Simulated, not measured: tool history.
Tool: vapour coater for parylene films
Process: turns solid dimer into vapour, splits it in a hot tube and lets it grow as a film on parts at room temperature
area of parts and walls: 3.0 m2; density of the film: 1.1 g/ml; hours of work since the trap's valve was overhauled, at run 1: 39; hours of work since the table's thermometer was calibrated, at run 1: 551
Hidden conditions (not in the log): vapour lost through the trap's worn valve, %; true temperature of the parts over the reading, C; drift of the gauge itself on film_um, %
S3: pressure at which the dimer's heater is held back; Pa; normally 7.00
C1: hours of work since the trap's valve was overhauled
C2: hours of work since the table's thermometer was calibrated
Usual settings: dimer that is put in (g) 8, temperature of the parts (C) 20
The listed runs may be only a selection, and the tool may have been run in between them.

run 1 hour=0.0 | dimer_that_is_put_in_(g)=8 temperature_of_the_parts_(C)=20 S3=7.00 | C1=39 C2=551 | thickness_of_the_film_(µm)=1.21
run 2 hour=20.4 | dimer_that_is_put_in_(g)=8 temperature_of_the_parts_(C)=20 S3=7.00 | C1=57 C2=569 | thickness_of_the_film_(µm)=1.22
run 3 hour=48.7 | dimer_that_is_put_in_(g)=8 temperature_of_the_parts_(C)=20 S3=7.00 | C1=82 C2=594 | thickness_of_the_film_(µm)=1.17
run 4 hour=71.9 | dimer_that_is_put_in_(g)=8 temperature_of_the_parts_(C)=20 S3=7.00 | C1=102 C2=614 | thickness_of_the_film_(µm)=1.16
run 5 hour=98.4 | dimer_that_is_put_in_(g)=8 temperature_of_the_parts_(C)=20 S3=7.00 | C1=126 C2=638 | thickness_of_the_film_(µm)=1.18
run 6 hour=127.4 | dimer_that_is_put_in_(g)=8 temperature_of_the_parts_(C)=20 S3=7.00 | C1=151 C2=663 | thickness_of_the_film_(µm)=1.18
run 7 hour=158.3 | dimer_that_is_put_in_(g)=8 temperature_of_the_parts_(C)=20 S3=7.00 | C1=178 C2=690 | thickness_of_the_film_(µm)=1.14
run 8 hour=174.9 | dimer_that_is_put_in_(g)=8 temperature_of_the_parts_(C)=20 S3=7.00 | C1=193 C2=705 | thickness_of_the_film_(µm)=1.09
run 9 hour=209.0 | dimer_that_is_put_in_(g)=8 temperature_of_the_parts_(C)=20 S3=2.75 | C1=223 C2=735 | thickness_of_the_film_(µm)=1.19
-- hour=243.0 trap's valve overhauled
run 10 hour=243.0 | dimer_that_is_put_in_(g)=8 temperature_of_the_parts_(C)=20 S3=3.46 | C1=0 C2=762 | thickness_of_the_film_(µm)=1.35
run 11 hour=260.3 | dimer_that_is_put_in_(g)=8 temperature_of_the_parts_(C)=28 S3=7.00 | C1=15 C2=777 | thickness_of_the_film_(µm)=0.87
run 12 hour=296.8 | dimer_that_is_put_in_(g)=8 temperature_of_the_parts_(C)=28 S3=7.00 | C1=47 C2=809 | thickness_of_the_film_(µm)=0.81
run 13 hour=324.4 | dimer_that_is_put_in_(g)=8 temperature_of_the_parts_(C)=20 S3=7.00 | C1=72 C2=833 | thickness_of_the_film_(µm)=1.26
run 14 hour=356.2 | dimer_that_is_put_in_(g)=8 temperature_of_the_parts_(C)=20 S3=7.00 | C1=100 C2=862 | thickness_of_the_film_(µm)=1.17
run 15 hour=390.0 | dimer_that_is_put_in_(g)=8 temperature_of_the_parts_(C)=20 S3=7.00 | C1=130 C2=891 | thickness_of_the_film_(µm)=1.18
run 16 hour=428.5 | dimer_that_is_put_in_(g)=8 temperature_of_the_parts_(C)=20 S3=7.00 | C1=164 C2=925 | thickness_of_the_film_(µm)=1.13
run 17 hour=444.2 | dimer_that_is_put_in_(g)=4 temperature_of_the_parts_(C)=20 S3=7.00 | C1=178 C2=939 | thickness_of_the_film_(µm)=0.57
run 18 hour=482.6 | dimer_that_is_put_in_(g)=8 temperature_of_the_parts_(C)=20 S3=7.00 | C1=211 C2=973 | thickness_of_the_film_(µm)=1.15
run 19 hour=507.0 | dimer_that_is_put_in_(g)=8 temperature_of_the_parts_(C)=20 S3=7.00 | C1=233 C2=995 | thickness_of_the_film_(µm)=1.17
-- hour=530.2 trap's valve overhauled
run 20 hour=548.5 | dimer_that_is_put_in_(g)=8 temperature_of_the_parts_(C)=20 S3=7.00 | C1=16 C2=1028 | thickness_of_the_film_(µm)=1.22
run 21 hour=586.4 | dimer_that_is_put_in_(g)=13 temperature_of_the_parts_(C)=20 S3=7.00 | C1=50 C2=1061 | thickness_of_the_film_(µm)=1.96
run 22 hour=623.6 | dimer_that_is_put_in_(g)=8 temperature_of_the_parts_(C)=29 S3=7.00 | C1=82 C2=1094 | thickness_of_the_film_(µm)=0.80
run 23 hour=642.8 | dimer_that_is_put_in_(g)=8 temperature_of_the_parts_(C)=29 S3=7.00 | C1=99 C2=1111 | thickness_of_the_film_(µm)=0.81
run 24 hour=671.9 | dimer_that_is_put_in_(g)=8 temperature_of_the_parts_(C)=20 S3=7.00 | C1=125 C2=1137 | thickness_of_the_film_(µm)=1.16
run 25 hour=698.5 | dimer_that_is_put_in_(g)=7 temperature_of_the_parts_(C)=23 S3=3.14 | C1=149 C2=1160 | thickness_of_the_film_(µm)=0.98
run 26 hour=733.6 | dimer_that_is_put_in_(g)=12 temperature_of_the_parts_(C)=23 S3=3.14 | C1=180 C2=1191 | thickness_of_the_film_(µm)=1.61
run 27 hour=750.7 | dimer_that_is_put_in_(g)=5 temperature_of_the_parts_(C)=21 S3=7.00 | C1=195 C2=1206 | thickness_of_the_film_(µm)=0.69
run 28 hour=767.3 | dimer_that_is_put_in_(g)=3 temperature_of_the_parts_(C)=22 S3=7.00 | C1=209 C2=1221 | thickness_of_the_film_(µm)=0.33
run 29 hour=800.3 | dimer_that_is_put_in_(g)=3 temperature_of_the_parts_(C)=22 S3=7.00 | C1=238 C2=1250 | thickness_of_the_film_(µm)=0.39
-- hour=816.9 trap's valve overhauled
run 30 hour=835.1 | dimer_that_is_put_in_(g)=9 temperature_of_the_parts_(C)=27 S3=7.00 | C1=16 C2=1277 | thickness_of_the_film_(µm)=1.01
run 31 hour=872.6 | dimer_that_is_put_in_(g)=9 temperature_of_the_parts_(C)=27 S3=7.00 | C1=49 C2=1310 | thickness_of_the_film_(µm)=1.02
run 32 hour=891.2 | dimer_that_is_put_in_(g)=8 temperature_of_the_parts_(C)=20 S3=6.50 | C1=66 C2=1327 | thickness_of_the_film_(µm)=1.28
run 33 hour=919.3 | dimer_that_is_put_in_(g)=8 temperature_of_the_parts_(C)=20 S3=6.50 | C1=90 C2=1351 | thickness_of_the_film_(µm)=1.24
run 34 hour=951.2 | dimer_that_is_put_in_(g)=8 temperature_of_the_parts_(C)=16 S3=2.81 | C1=119 C2=1380 | thickness_of_the_film_(µm)=1.59
-- hour=956.3 table's thermometer calibrated
run 35 hour=987.4 | dimer_that_is_put_in_(g)=8 temperature_of_the_parts_(C)=29 S3=3.60 | C1=150 C2=27 | thickness_of_the_film_(µm)=0.78
run 36 hour=1009.5 | dimer_that_is_put_in_(g)=8 temperature_of_the_parts_(C)=21 S3=3.18 | C1=169 C2=47 | thickness_of_the_film_(µm)=1.17
run 37 hour=1027.9 | dimer_that_is_put_in_(g)=10 temperature_of_the_parts_(C)=20 S3=7.00 | C1=185 C2=63 | thickness_of_the_film_(µm)=1.36
run 38 hour=1054.9 | dimer_that_is_put_in_(g)=6 temperature_of_the_parts_(C)=30 S3=4.12 | C1=209 C2=87 | thickness_of_the_film_(µm)=0.51
run 39 hour=1084.9 | dimer_that_is_put_in_(g)=5 temperature_of_the_parts_(C)=20 S3=7.86 | C1=236 C2=113 | thickness_of_the_film_(µm)=0.66
-- hour=1105.0 trap's valve overhauled
run 40 hour=1106.3 | dimer_that_is_put_in_(g)=8 temperature_of_the_parts_(C)=20 S3=5.34 | C1=1 C2=129 | thickness_of_the_film_(µm)=1.23
run 41 hour=1127.6 | dimer_that_is_put_in_(g)=8 temperature_of_the_parts_(C)=20 S3=5.34 | C1=20 C2=148 | thickness_of_the_film_(µm)=1.23
run 42 hour=1144.2 | dimer_that_is_put_in_(g)=8 temperature_of_the_parts_(C)=20 S3=5.34 | C1=35 C2=162 | thickness_of_the_film_(µm)=1.26
run 43 hour=1175.6 | dimer_that_is_put_in_(g)=8 temperature_of_the_parts_(C)=20 S3=5.34 | C1=62 C2=190 | thickness_of_the_film_(µm)=1.24
run 44 hour=1201.3 | dimer_that_is_put_in_(g)=8 temperature_of_the_parts_(C)=20 S3=5.34 | C1=85 C2=213 | thickness_of_the_film_(µm)=1.22
run 45 hour=1221.6 | dimer_that_is_put_in_(g)=4 temperature_of_the_parts_(C)=20 S3=7.00 | C1=103 C2=231 | thickness_of_the_film_(µm)=0.59
run 46 hour=1255.7 | dimer_that_is_put_in_(g)=14 temperature_of_the_parts_(C)=20 S3=7.00 | C1=133 C2=261 | thickness_of_the_film_(µm)=2.02
run 47 hour=1285.4 | dimer_that_is_put_in_(g)=14 temperature_of_the_parts_(C)=20 S3=7.00 | C1=159 C2=287 | thickness_of_the_film_(µm)=1.97

Across each entry between runs, compare the hidden state at the last listed run before it with the hidden state at the first listed run after it:
In the gap between runs 9 and 10: trap's valve overhauled (hour 243.0)
  vapour lost through the trap's worn valve, %: 12.5 -> 0.6; true temperature of the parts over the reading, C: -0.53 -> -0.55
  measured less the result without the state, thickness of the film (µm): -0.14 -> +0.03
In the gap between runs 19 and 20: trap's valve overhauled (hour 530.2)
  vapour lost through the trap's worn valve, %: 13.3 -> 1.6; true temperature of the parts over the reading, C: -0.72 -> -0.74
  measured less the result without the state, thickness of the film (µm): -0.13 -> +0.02
In the gap between runs 29 and 30: trap's valve overhauled (hour 816.9)
  vapour lost through the trap's worn valve, %: 13.5 -> 1.2; true temperature of the parts over the reading, C: -0.89 -> -0.91
  measured less the result without the state, thickness of the film (µm): -0.04 -> +0.03
In the gap between runs 34 and 35: table's thermometer calibrated (hour 956.3)
  vapour lost through the trap's worn valve, %: 6.6 -> 8.2; true temperature of the parts over the reading, C: -0.98 -> -0.03
  measured less the result without the state, thickness of the film (µm): -0.04 -> -0.06
In the gap between runs 39 and 40: trap's valve overhauled (hour 1105.0)
  vapour lost through the trap's worn valve, %: 13 -> 0.1; true temperature of the parts over the reading, C: -0.1 -> -0.11
  measured less the result without the state, thickness of the film (µm): -0.10 -> +0.00
